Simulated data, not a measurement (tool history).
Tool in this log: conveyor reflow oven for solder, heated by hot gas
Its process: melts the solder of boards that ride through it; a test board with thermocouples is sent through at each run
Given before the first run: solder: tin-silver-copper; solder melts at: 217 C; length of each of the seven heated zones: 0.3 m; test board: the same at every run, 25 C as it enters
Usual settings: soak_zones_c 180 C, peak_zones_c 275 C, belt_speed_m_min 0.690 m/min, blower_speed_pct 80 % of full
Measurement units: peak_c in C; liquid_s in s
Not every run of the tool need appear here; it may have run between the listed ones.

run 1 hour=0.0 | soak_zones_c=180 peak_zones_c=275 belt_speed_m_min=0.690 blower_speed_pct=80 | peak_c=259.2 liquid_s=43.8
run 2 hour=40.5 | soak_zones_c=180 peak_zones_c=275 belt_speed_m_min=0.690 blower_speed_pct=80 | peak_c=259.5 liquid_s=44.0
run 3 hour=70.0 | soak_zones_c=180 peak_zones_c=275 belt_speed_m_min=0.690 blower_speed_pct=80 | peak_c=258.9 liquid_s=44.0
run 4 hour=100.0 | soak_zones_c=180 peak_zones_c=275 belt_speed_m_min=0.690 blower_speed_pct=80 | peak_c=259.1 liquid_s=44.3
run 5 hour=140.8 | soak_zones_c=180 peak_zones_c=275 belt_speed_m_min=0.690 blower_speed_pct=80 | peak_c=259.6 liquid_s=44.2
run 6 hour=159.5 | soak_zones_c=180 peak_zones_c=275 belt_speed_m_min=0.690 blower_speed_pct=80 | peak_c=259.3 liquid_s=44.2
run 7 hour=201.9 | soak_zones_c=180 peak_zones_c=275 belt_speed_m_min=0.690 blower_speed_pct=80 | peak_c=259.7 liquid_s=44.2
run 8 hour=236.1 | soak_zones_c=178 peak_zones_c=275 belt_speed_m_min=0.690 blower_speed_pct=80 | peak_c=259.1 liquid_s=43.3
run 9 hour=268.4 | soak_zones_c=180 peak_zones_c=275 belt_speed_m_min=0.690 blower_speed_pct=80 | peak_c=258.7 liquid_s=43.9
run 10 hour=303.2 | soak_zones_c=180 peak_zones_c=275 belt_speed_m_min=0.690 blower_speed_pct=80 | peak_c=259.0 liquid_s=43.8
-- hour=321.2 flux residue cleaned out of gas plates and filters
run 11 hour=328.4 | soak_zones_c=180 peak_zones_c=275 belt_speed_m_min=0.822 blower_speed_pct=80 | peak_c=256.3 liquid_s=35.3
run 12 hour=359.9 | soak_zones_c=180 peak_zones_c=275 belt_speed_m_min=0.690 blower_speed_pct=52 | peak_c=252.6 liquid_s=40.5
run 13 hour=401.5 | soak_zones_c=180 peak_zones_c=275 belt_speed_m_min=0.690 blower_speed_pct=80 | peak_c=261.2 liquid_s=44.8
run 14 hour=432.0 | soak_zones_c=180 peak_zones_c=275 belt_speed_m_min=0.786 blower_speed_pct=80 | peak_c=256.6 liquid_s=37.8
run 15 hour=472.2 | soak_zones_c=180 peak_zones_c=275 belt_speed_m_min=0.690 blower_speed_pct=88 | peak_c=263.2 liquid_s=45.8
run 16 hour=497.5 | soak_zones_c=180 peak_zones_c=275 belt_speed_m_min=0.690 blower_speed_pct=80 | peak_c=261.4 liquid_s=45.0
run 17 hour=536.1 | soak_zones_c=180 peak_zones_c=275 belt_speed_m_min=0.690 blower_speed_pct=80 | peak_c=261.9 liquid_s=45.0
run 18 hour=573.1 | soak_zones_c=180 peak_zones_c=275 belt_speed_m_min=0.690 blower_speed_pct=80 | peak_c=261.2 liquid_s=45.6
run 19 hour=610.1 | soak_zones_c=180 peak_zones_c=275 belt_speed_m_min=0.616 blower_speed_pct=80 | peak_c=264.4 liquid_s=52.6
run 20 hour=643.2 | soak_zones_c=180 peak_zones_c=275 belt_speed_m_min=0.616 blower_speed_pct=80 | peak_c=264.2 liquid_s=52.6
run 21 hour=674.8 | soak_zones_c=180 peak_zones_c=275 belt_speed_m_min=0.677 blower_speed_pct=53 | peak_c=254.5 liquid_s=41.9
run 22 hour=694.9 | soak_zones_c=180 peak_zones_c=272 belt_speed_m_min=0.677 blower_speed_pct=54 | peak_c=252.3 liquid_s=41.0
run 23 hour=737.2 | soak_zones_c=177 peak_zones_c=288 belt_speed_m_min=0.575 blower_speed_pct=65 | peak_c=274.8 liquid_s=58.4
run 24 hour=779.3 | soak_zones_c=188 peak_zones_c=287 belt_speed_m_min=0.565 blower_speed_pct=65 | peak_c=275.6 liquid_s=63.4
run 25 hour=821.9 | soak_zones_c=182 peak_zones_c=282 belt_speed_m_min=0.674 blower_speed_pct=74 | peak_c=267.2 liquid_s=49.0
run 26 hour=850.2 | soak_zones_c=190 peak_zones_c=275 belt_speed_m_min=0.690 blower_speed_pct=80 | peak_c=262.6 liquid_s=48.4
run 27 hour=883.3 | soak_zones_c=181 peak_zones_c=279 belt_speed_m_min=0.607 blower_speed_pct=55 | peak_c=262.6 liquid_s=51.7
run 28 hour=901.0 | soak_zones_c=189 peak_zones_c=278 belt_speed_m_min=0.707 blower_speed_pct=78 | peak_c=264.0 liquid_s=47.2
run 29 hour=944.8 | soak_zones_c=180 peak_zones_c=283 belt_speed_m_min=0.690 blower_speed_pct=62 | peak_c=263.1 liquid_s=45.7
run 30 hour=977.4 | soak_zones_c=180 peak_zones_c=275 belt_speed_m_min=0.690 blower_speed_pct=82 | peak_c=261.5 liquid_s=45.4
run 31 hour=1012.0 | soak_zones_c=184 peak_zones_c=280 belt_speed_m_min=0.609 blower_speed_pct=83 | peak_c=270.0 liquid_s=56.5

For each run, the measured value with the value that run would have given without the tool's hidden condition subtracted. The run-to-run variation is shared by both, the gauge scatter possibly not:
The tool's hidden condition here consists of: heat that the gas passes to the board, % of a clean oven's; belt's true speed, % of the reading; true gas temperature in zones 6 and 7 over the reading, C; drift of the gauge itself on peak_c, C; drift of the gauge itself on liquid_s, %.
run=1 peak_c=-1.7 liquid_s=-0.4
run=2 peak_c=-1.7 liquid_s=-0.3
run=3 peak_c=-1.7 liquid_s=-0.4
run=4 peak_c=-1.8 liquid_s=-0.3
run=5 peak_c=-1.8 liquid_s=-0.4
run=6 peak_c=-1.8 liquid_s=-0.4
run=7 peak_c=-1.8 liquid_s=-0.4
run=8 peak_c=-1.9 liquid_s=-0.4
run=9 peak_c=-1.9 liquid_s=-0.4
run=10 peak_c=-1.9 liquid_s=-0.4
run=11 peak_c=+0.7 liquid_s=+0.8
run=12 peak_c=+0.9 liquid_s=+1.0
run=13 peak_c=+0.6 liquid_s=+0.8
run=14 peak_c=+0.6 liquid_s=+0.8
run=15 peak_c=+0.5 liquid_s=+0.8
run=16 peak_c=+0.5 liquid_s=+0.9
run=17 peak_c=+0.5 liquid_s=+0.8
run=18 peak_c=+0.5 liquid_s=+0.8
run=19 peak_c=+0.5 liquid_s=+1.0
run=20 peak_c=+0.6 liquid_s=+1.0
run=21 peak_c=+0.7 liquid_s=+1.0
run=22 peak_c=+0.7 liquid_s=+1.0
run=23 peak_c=+0.6 liquid_s=+1.3
run=24 peak_c=+0.7 liquid_s=+1.4
run=25 peak_c=+0.4 liquid_s=+1.0
run=26 peak_c=+0.4 liquid_s=+0.9
run=27 peak_c=+0.7 liquid_s=+1.2
run=28 peak_c=+0.3 liquid_s=+0.9
run=29 peak_c=+0.4 liquid_s=+1.0
run=30 peak_c=+0.2 liquid_s=+0.8
run=31 peak_c=+0.4 liquid_s=+1.2
